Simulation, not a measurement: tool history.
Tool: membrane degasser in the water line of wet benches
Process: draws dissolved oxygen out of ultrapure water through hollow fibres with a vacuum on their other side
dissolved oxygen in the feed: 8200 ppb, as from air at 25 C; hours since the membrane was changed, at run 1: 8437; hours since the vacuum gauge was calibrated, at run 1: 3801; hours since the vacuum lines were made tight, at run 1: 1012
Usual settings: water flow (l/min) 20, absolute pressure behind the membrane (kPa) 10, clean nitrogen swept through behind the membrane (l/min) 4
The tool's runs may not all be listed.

| run | hour | water flow (l/min) | absolute pressure behind the membrane (kPa) | clean nitrogen swept through behind the membrane (l/min) | hours since the membrane was changed | hours since the vacuum gauge was calibrated | hours since the vacuum lines were made tight | dissolved oxygen in the water behind the degasser (ppb) | pressure that the water loses in the fibres (kPa) |
|---|---|---|---|---|---|---|---|---|---|
| 1 | 0 | 20 | 10 | 4 | 8437 | 3801 | 1012 | 162.6 | 64.62 |
| 2 | 147.2 | 20 | 10 | 4 | 8584 | 3948 | 1159 | 160.7 | 64.58 |
| 3 | 395.8 | 20 | 10 | 4 | 8833 | 4197 | 1408 | 163.5 | 64.74 |
| 4 | 567.2 | 20 | 10 | 4 | 9004 | 4368 | 1579 | 164.2 | 65.45 |
| 5 | 717 | 20 | 10 | 4 | 9154 | 4518 | 1729 | 167.8 | 65.12 |
|  | 873.1 | vacuum gauge calibrated |
| 6 | 952.7 | 20 | 10 | 4 | 9389 | 80 | 1964 | 159.4 | 65.12 |
| 7 | 1118.2 | 20 | 10 | 4 | 9555 | 245 | 2129 | 160.9 | 64.92 |
| 8 | 1363.4 | 19 | 10 | 4 | 9800 | 490 | 2375 | 141.5 | 62.18 |
|  | 1419.2 | membrane cartridge changed |
| 9 | 1501.3 | 20 | 10 | 3.28 | 82 | 624 | 2508 | 153 | 59.92 |
| 10 | 1707.9 | 20 | 10 | 3.28 | 289 | 831 | 2715 | 154.1 | 60.45 |
| 11 | 1882.8 | 20 | 10 | 3.28 | 464 | 1006 | 2890 | 154.3 | 60.21 |
| 12 | 2055.7 | 20 | 10 | 3.28 | 636 | 1179 | 3063 | 154 | 60.45 |
|  | 2241.4 | seals of the vacuum lines changed |
| 13 | 2299.9 | 20 | 10 | 3.28 | 879 | 1421 | 58 | 152.5 | 60.44 |
| 14 | 2496.6 | 20 | 10.6 | 4 | 1075 | 1617 | 255 | 146.6 | 60.65 |
| 15 | 2666.9 | 20 | 10 | 4 | 1246 | 1788 | 425 | 138.3 | 60.37 |
| 16 | 2889.7 | 20 | 10 | 4 | 1469 | 2011 | 648 | 139.7 | 61.08 |
| 17 | 3129.8 | 19 | 10 | 4 | 1709 | 2251 | 888 | 124.7 | 57.67 |
| 18 | 3236.5 | 20 | 10 | 8.27 | 1815 | 2357 | 995 | 98.6 | 61.05 |
| 19 | 3412 | 20 | 18.2 | 6.9 | 1991 | 2533 | 1171 | 166.5 | 61.34 |
| 20 | 3535 | 24 | 11.1 | 4 | 2114 | 2656 | 1294 | 232.5 | 73.44 |
| 21 | 3744.5 | 14 | 13.7 | 3.08 | 2323 | 2865 | 1503 | 129.8 | 43.19 |
| 22 | 3873.5 | 14 | 13.7 | 3.08 | 2452 | 2994 | 1632 | 130 | 43.06 |
| 23 | 3988.3 | 28 | 20.2 | 5.26 | 2567 | 3109 | 1747 | 407.3 | 86.14 |
| 24 | 4241.6 | 23 | 8.3 | 4.33 | 2820 | 3362 | 2000 | 170 | 71.07 |
| 25 | 4373.9 | 20 | 7.6 | 6.96 | 2953 | 3495 | 2133 | 94.3 | 61.65 |
| 26 | 4514.7 | 25 | 7.6 | 2.14 | 3093 | 3636 | 2273 | 265.1 | 77.24 |
| 27 | 4770.8 | 25 | 6.2 | 3.55 | 3350 | 3892 | 2529 | 197.4 | 77.53 |
| 28 | 5009.2 | 25 | 13.6 | 2.59 | 3588 | 4130 | 2768 | 381.7 | 77.51 |
| 29 | 5248.7 | 25 | 13.6 | 2.59 | 3827 | 4370 | 3007 | 383.3 | 77.51 |
|  | 5495.4 | seals of the vacuum lines changed |
| 30 | 5510.9 | 25 | 13.6 | 2.59 | 4088 | 4630 | 16 | 379.5 | 77.14 |
|  | 5548.7 | vacuum gauge calibrated |
| 31 | 5627.2 | 25 | 13.6 | 2.59 | 4203 | 79 | 131 | 368.5 | 77.63 |
| 32 | 5853.1 | 25 | 9 | 3.2 | 4429 | 304 | 357 | 250.2 | 78.12 |
| 33 | 6011.8 | 18 | 16.9 | 8.84 | 4588 | 463 | 516 | 107.5 | 56.09 |

Forecast each of these 3 alternatives for the next run:
| A | 6162.6 | 18 | 11.1 | 8.84 | 4739 | 614 | 667 | ? | ? |
| B | 6162.6 | 23 | 10 | 4 | 4739 | 614 | 667 | ? | ? |
| C | 6162.6 | 28 | 9.8 | 5.69 | 4739 | 614 | 667 | ? | ? |

| run | dissolved oxygen in the water behind the degasser (ppb) | pressure that the water loses in the fibres (kPa) |
|---|---|---|
| A | 80.4 | 56.09 |
| B | 203.5 | 72.15 |
| C | 289.6 | 87.34 |
Without the tool's hidden state the same runs would have given:
| run | dissolved oxygen in the water behind the degasser (ppb) | pressure that the water loses in the fibres (kPa) |
|---|---|---|
| A | 72.3 | 53.98 |
| B | 185.3 | 69.44 |
| C | 260.6 | 84.05 |
